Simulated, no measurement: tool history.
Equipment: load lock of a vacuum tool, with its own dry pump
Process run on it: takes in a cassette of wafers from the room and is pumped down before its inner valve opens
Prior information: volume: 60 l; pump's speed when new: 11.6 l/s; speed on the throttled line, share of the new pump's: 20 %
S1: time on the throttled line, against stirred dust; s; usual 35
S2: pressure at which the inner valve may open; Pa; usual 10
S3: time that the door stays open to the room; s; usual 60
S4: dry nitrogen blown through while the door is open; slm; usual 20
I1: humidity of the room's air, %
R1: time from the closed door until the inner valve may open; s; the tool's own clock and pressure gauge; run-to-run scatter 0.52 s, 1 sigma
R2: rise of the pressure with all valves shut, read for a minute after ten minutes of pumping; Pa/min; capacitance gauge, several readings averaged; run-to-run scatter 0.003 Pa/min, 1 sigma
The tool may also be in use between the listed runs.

{"run": 1, "hour": 0.0, "S1": 35, "S2": 10, "S3": 60, "S4": 20, "I1": 42.7, "R1": 75.7, "R2": 0.031}
{"run": 2, "hour": 108.4, "S1": 35, "S2": 9, "S3": 60, "S4": 20, "I1": 45.8, "R1": 76.5, "R2": 0.03}
{"run": 3, "hour": 245.9, "S1": 35, "S2": 9, "S3": 60, "S4": 20, "I1": 43.6, "R1": 76.3, "R2": 0.03}
{"run": 4, "hour": 366.8, "S1": 35, "S2": 9, "S3": 60, "S4": 20, "I1": 48.3, "R1": 76.7, "R2": 0.034}
{"run": 5, "hour": 461.0, "S1": 35, "S2": 10, "S3": 204, "S4": 20, "I1": 46.4, "R1": 76.5, "R2": 0.066}
{"run": 6, "hour": 587.8, "S1": 24, "S2": 10, "S3": 204, "S4": 20, "I1": 40, "R1": 66.5, "R2": 0.049}
{"run": 7, "hour": 681.3, "S1": 24, "S2": 10, "S3": 204, "S4": 20, "I1": 48.8, "R1": 67.2, "R2": 0.071}
{"run": 8, "hour": 815.6, "S1": 24, "S2": 10, "S3": 204, "S4": 20, "I1": 42.8, "R1": 67.4, "R2": 0.064}
{"run": 9, "hour": 958.1, "S1": 35, "S2": 10, "S3": 60, "S4": 20, "I1": 44.4, "R1": 76.8, "R2": 0.031}
{"run": 10, "hour": 1065.3, "S1": 35, "S2": 10, "S3": 60, "S4": 20, "I1": 47.6, "R1": 76, "R2": 0.033}
{"run": 11, "hour": 1202.1, "S1": 35, "S2": 10, "S3": 60, "S4": 20, "I1": 45.8, "R1": 75.4, "R2": 0.031}
{"run": 12, "hour": 1330.6, "S1": 35, "S2": 10, "S3": 60, "S4": 11, "I1": 44.1, "R1": 76.4, "R2": 0.04}
{"run": 13, "hour": 1456.1, "S1": 35, "S2": 10, "S3": 60, "S4": 20, "I1": 46.2, "R1": 75.4, "R2": 0.032}
{"run": 14, "hour": 1541.6, "S1": 35, "S2": 10, "S3": 60, "S4": 20, "I1": 43.3, "R1": 75.6, "R2": 0.035}
{"run": 15, "hour": 1605.6, "S1": 35, "S2": 10, "S3": 60, "S4": 20, "I1": 47.1, "R1": 76.4, "R2": 0.032}
{"run": 16, "hour": 1731.8, "S1": 35, "S2": 10, "S3": 60, "S4": 20, "I1": 45.4, "R1": 75.1, "R2": 0.034}
{"run": 17, "hour": 1875.0, "S1": 35, "S2": 10, "S3": 60, "S4": 20, "I1": 43.5, "R1": 75.9, "R2": 0.037}
{"run": 18, "hour": 2009.6, "S1": 35, "S2": 10, "S3": 60, "S4": 20, "I1": 42, "R1": 75.4, "R2": 0.028}
{"run": 19, "hour": 2077.1, "S1": 35, "S2": 10, "S3": 60, "S4": 20, "I1": 46.5, "R1": 74.7, "R2": 0.032}
{"run": 20, "hour": 2151.6, "S1": 24, "S2": 10, "S3": 225, "S4": 17, "I1": 41.8, "R1": 67.4, "R2": 0.072}
{"run": 21, "hour": 2273.7, "S1": 24, "S2": 18, "S3": 159, "S4": 17, "I1": 44.8, "R1": 63.8, "R2": 0.054}
{"run": 22, "hour": 2407.3, "S1": 57, "S2": 13, "S3": 159, "S4": 17, "I1": 48.3, "R1": 91.2, "R2": 0.063}
{"run": 23, "hour": 2536.8, "S1": 52, "S2": 7, "S3": 62, "S4": 12, "I1": 47, "R1": 90.8, "R2": 0.041}
{"run": 24, "hour": 2622.1, "S1": 19, "S2": 9, "S3": 62, "S4": 12, "I1": 46, "R1": 62.9, "R2": 0.044}
{"run": 25, "hour": 2729.3, "S1": 60, "S2": 10, "S3": 58, "S4": 20, "I1": 46.4, "R1": 97.1, "R2": 0.031}
{"run": 26, "hour": 2804.0, "S1": 49, "S2": 12, "S3": 163, "S4": 20, "I1": 45.5, "R1": 86.1, "R2": 0.056}
{"run": 27, "hour": 2917.8, "S1": 35, "S2": 15, "S3": 131, "S4": 20, "I1": 46.4, "R1": 74.2, "R2": 0.049}
{"run": 28, "hour": 3058.0, "S1": 19, "S2": 11, "S3": 84, "S4": 17, "I1": 44.6, "R1": 63.6, "R2": 0.043}
{"run": 29, "hour": 3201.2, "S1": 19, "S2": 11, "S3": 84, "S4": 17, "I1": 45.2, "R1": 62.7, "R2": 0.047}
{"run": 30, "hour": 3341.8, "S1": 35, "S2": 10, "S3": 50, "S4": 20, "I1": 43.4, "R1": 75.4, "R2": 0.024}
{"run": 31, "hour": 3406.5, "S1": 33, "S2": 17, "S3": 60, "S4": 36, "I1": 42.8, "R1": 71.7, "R2": 0.024}
{"run": 32, "hour": 3493.9, "S1": 33, "S2": 17, "S3": 60, "S4": 36, "I1": 42.4, "R1": 71, "R2": 0.026}
{"run": 33, "hour": 3607.2, "S1": 33, "S2": 17, "S3": 48, "S4": 15, "I1": 47.5, "R1": 71.6, "R2": 0.034}
{"run": 34, "hour": 3727.0, "S1": 33, "S2": 17, "S3": 48, "S4": 21, "I1": 46.6, "R1": 71.8, "R2": 0.03}
{"run": 35, "hour": 3858.2, "S1": 47, "S2": 16, "S3": 53, "S4": 37, "I1": 44.4, "R1": 83.1, "R2": 0.027}
{"run": 36, "hour": 3979.9, "S1": 66, "S2": 16, "S3": 53, "S4": 44, "I1": 46.7, "R1": 98.6, "R2": 0.024}
{"run": 37, "hour": 4108.4, "S1": 18, "S2": 9, "S3": 60, "S4": 10, "I1": 45.4, "R1": 63.1, "R2": 0.04}
{"run": 38, "hour": 4201.5, "S1": 18, "S2": 9, "S3": 60, "S4": 10, "I1": 43, "R1": 63, "R2": 0.042}

What if the next run were any one of these 3? Each begins from the tool's condition after run 38:
{"run": "A", "hour": 4343.7, "S1": 56, "S2": 10, "S3": 60, "S4": 22, "I1": 43.9, "R1": "?", "R2": "?"}
{"run": "B", "hour": 4343.7, "S1": 40, "S2": 10, "S3": 37, "S4": 39, "I1": 45, "R1": "?", "R2": "?"}
{"run": "C", "hour": 4343.7, "S1": 18, "S2": 13, "S3": 60, "S4": 10, "I1": 47.6, "R1": "?", "R2": "?"}

run=A R1=92.8 R2=0.032
run=B R1=79.5 R2=0.026
run=C R1=60.9 R2=0.039
With the hidden condition removed and each run's random variation left untouched, the same runs would have given:
run=A R1=92.7 R2=0.032
run=B R1=79.4 R2=0.025
run=C R1=60.8 R2=0.038
